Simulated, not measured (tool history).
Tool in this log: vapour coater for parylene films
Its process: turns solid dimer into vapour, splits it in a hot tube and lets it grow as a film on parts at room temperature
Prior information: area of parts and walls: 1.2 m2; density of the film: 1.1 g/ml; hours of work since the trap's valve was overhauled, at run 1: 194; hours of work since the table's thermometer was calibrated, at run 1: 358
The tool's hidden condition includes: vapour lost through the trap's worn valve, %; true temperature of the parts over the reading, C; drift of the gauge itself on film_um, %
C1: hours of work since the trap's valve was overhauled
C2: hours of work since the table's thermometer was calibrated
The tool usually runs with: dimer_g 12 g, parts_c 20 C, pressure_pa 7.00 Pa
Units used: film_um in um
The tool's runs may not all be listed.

Run 1, day 0.000: usual settings; C1 194; C2 358. Result: film_um 5.16 um.
Run 2, day 0.696: usual settings; C1 201; C2 365. Result: film_um 5.20 um.
Run 3, day 1.212: usual settings; C1 205; C2 370. Result: film_um 5.24 um.
Run 4, day 2.121: usual settings but pressure_pa 2.44 Pa; C1 214; C2 378. Result: film_um 5.49 um.
Run 5, day 2.917: usual settings but pressure_pa 2.44 Pa; C1 222; C2 386. Result: film_um 5.51 um.
Run 6, day 3.608: usual settings but dimer_g 16 g; C1 229; C2 393. Result: film_um 6.97 um.
Run 7, day 4.396: usual settings but dimer_g 16 g; C1 236; C2 400. Result: film_um 6.90 um.
Run 8, day 5.029: usual settings but dimer_g 16 g; C1 242; C2 406. Result: film_um 6.92 um.
Run 9, day 5.508: usual settings but dimer_g 16 g; C1 247; C2 411. Result: film_um 6.97 um.
Run 10, day 6.246: usual settings but dimer_g 16 g; C1 254; C2 418. Result: film_um 6.97 um.
Run 11, day 7.112: usual settings; C1 262; C2 426. Result: film_um 5.17 um.
Run 12, day 7.992: usual settings but parts_c 18 C; C1 271; C2 435. Result: film_um 5.32 um.
Run 13, day 8.850: usual settings but parts_c 18 C; C1 279; C2 443. Result: film_um 5.35 um.
Run 14, day 9.354: usual settings but pressure_pa 4.66 Pa; C1 284; C2 448. Result: film_um 5.35 um.
Run 15, day 10.200: usual settings but pressure_pa 4.42 Pa; C1 292; C2 456. Result: film_um 5.32 um.
Run 16, day 10.875: usual settings but pressure_pa 4.42 Pa; C1 298; C2 462. Result: film_um 5.24 um.
Run 17, day 11.538: usual settings; C1 305; C2 469. Result: film_um 5.15 um.
Run 18, day 12.354: usual settings; C1 313; C2 477. Result: film_um 5.18 um.
Run 19, day 12.900: usual settings but parts_c 29 C; C1 318; C2 482. Result: film_um 4.48 um.
Run 20, day 13.771: usual settings but parts_c 29 C; C1 326; C2 490. Result: film_um 4.44 um.
Run 21, day 14.467: usual settings; C1 333; C2 497. Result: film_um 5.20 um.
Run 22, day 14.946: usual settings but dimer_g 14 g; C1 337; C2 501. Result: film_um 5.97 um.
Run 23, day 15.671: usual settings but dimer_g 14 g; C1 344; C2 508. Result: film_um 6.03 um.
Run 24, day 16.488: usual settings but parts_c 14 C, pressure_pa 8.74 Pa; C1 352; C2 516. Result: film_um 5.60 um.
Run 25, day 16.992: usual settings but parts_c 14 C, pressure_pa 8.74 Pa; C1 357; C2 521. Result: film_um 5.65 um.
Run 26, day 17.658: usual settings but dimer_g 6 g, parts_c 28 C, pressure_pa 3.69 Pa; C1 363; C2 527. Result: film_um 2.36 um.
Run 27, day 18.329: usual settings but dimer_g 6 g, parts_c 12 C, pressure_pa 3.69 Pa; C1 370; C2 534. Result: film_um 3.06 um.
Run 28, day 19.146: usual settings but dimer_g 14 g, parts_c 21 C, pressure_pa 9.16 Pa; C1 378; C2 542. Result: film_um 5.81 um.
Run 29, day 19.721: usual settings but dimer_g 17 g, parts_c 24 C, pressure_pa 6.14 Pa; C1 383; C2 547. Result: film_um 6.88 um.
Run 30, day 20.300: usual settings but dimer_g 17 g, parts_c 13 C, pressure_pa 6.14 Pa; C1 389; C2 553. Result: film_um 8.31 um.
Run 31, day 21.117: usual settings but dimer_g 21 g, parts_c 14 C, pressure_pa 2.94 Pa; C1 397; C2 561. Result: film_um 10.55 um.
At day 21.629: trap's valve overhauled.
Run 32, day 21.871: usual settings but parts_c 31 C, pressure_pa 2.85 Pa; C1 2; C2 566. Result: film_um 4.53 um.
Run 33, day 22.717: usual settings but dimer_g 16 g, parts_c 22 C; C1 10; C2 574. Result: film_um 6.73 um.
Run 34, day 23.433: usual settings but dimer_g 16 g, parts_c 22 C; C1 17; C2 581. Result: film_um 6.73 um.
Run 35, day 24.092: usual settings but dimer_g 16 g, parts_c 15 C, pressure_pa 11.23 Pa; C1 24; C2 588. Result: film_um 7.38 um.
Run 36, day 24.479: usual settings but dimer_g 6 g, parts_c 15 C, pressure_pa 6.65 Pa; C1 27; C2 591. Result: film_um 2.82 um.
Run 37, day 25.167: usual settings but dimer_g 19 g, parts_c 21 C, pressure_pa 4.92 Pa; C1 34; C2 598. Result: film_um 8.23 um.
Run 38, day 26.079: usual settings but dimer_g 22 g; C1 43; C2 607. Result: film_um 9.52 um.
Run 39, day 26.962: usual settings but dimer_g 7 g, parts_c 18 C, pressure_pa 5.91 Pa; C1 51; C2 615. Result: film_um 3.20 um.
Run 40, day 27.442: usual settings but dimer_g 19 g, parts_c 27 C, pressure_pa 4.34 Pa; C1 56; C2 620. Result: film_um 7.56 um.
Run 41, day 28.188: usual settings but dimer_g 18 g, parts_c 16 C, pressure_pa 3.68 Pa; C1 63; C2 627. Result: film_um 8.62 um.
Run 42, day 28.762: usual settings but dimer_g 17 g, parts_c 16 C, pressure_pa 8.04 Pa; C1 68; C2 633. Result: film_um 7.80 um.
Run 43, day 29.662: usual settings but pressure_pa 3.19 Pa; C1 77; C2 641. Result: film_um 5.46 um.
Run 44, day 30.296: usual settings but dimer_g 10 g, parts_c 13 C; C1 83; C2 647. Result: film_um 4.88 um.
Run 45, day 31.146: usual settings but dimer_g 10 g, parts_c 13 C; C1 91; C2 655. Result: film_um 4.88 um.
Run 46, day 31.808: usual settings but dimer_g 10 g, parts_c 13 C; C1 98; C2 662. Result: film_um 4.93 um.

Some steps in film_um between neighbouring runs. How much of each would the tool show without its hidden state too (settings, what came in, random variation), and how much is left for the hidden state, with any gauge scatter that isn't in both results?
Run 2 -> 3: no setting touched and nothing written in the log between the runs. film_um +0.04 um: hidden state -0.01, all else +0.05.
Run 3 -> 4: pressure_pa 7.00 -> 2.44. film_um +0.25 um: hidden state +0.01, all else +0.24.
Run 31 -> 32: dimer_g 21 -> 12, parts_c 14 -> 31, pressure_pa 2.94 -> 2.85, trap's valve overhauled. film_um -6.02 um: hidden state +0.04, all else -6.06.
Run 36 -> 37: dimer_g 6 -> 19, parts_c 15 -> 21, pressure_pa 6.65 -> 4.92. film_um +5.41 um: hidden state +0.00, all else +5.41.
Run 38 -> 39: dimer_g 22 -> 7, parts_c 20 -> 18, pressure_pa 7.00 -> 5.91. film_um -6.32 um: hidden state -0.01, all else -6.31.
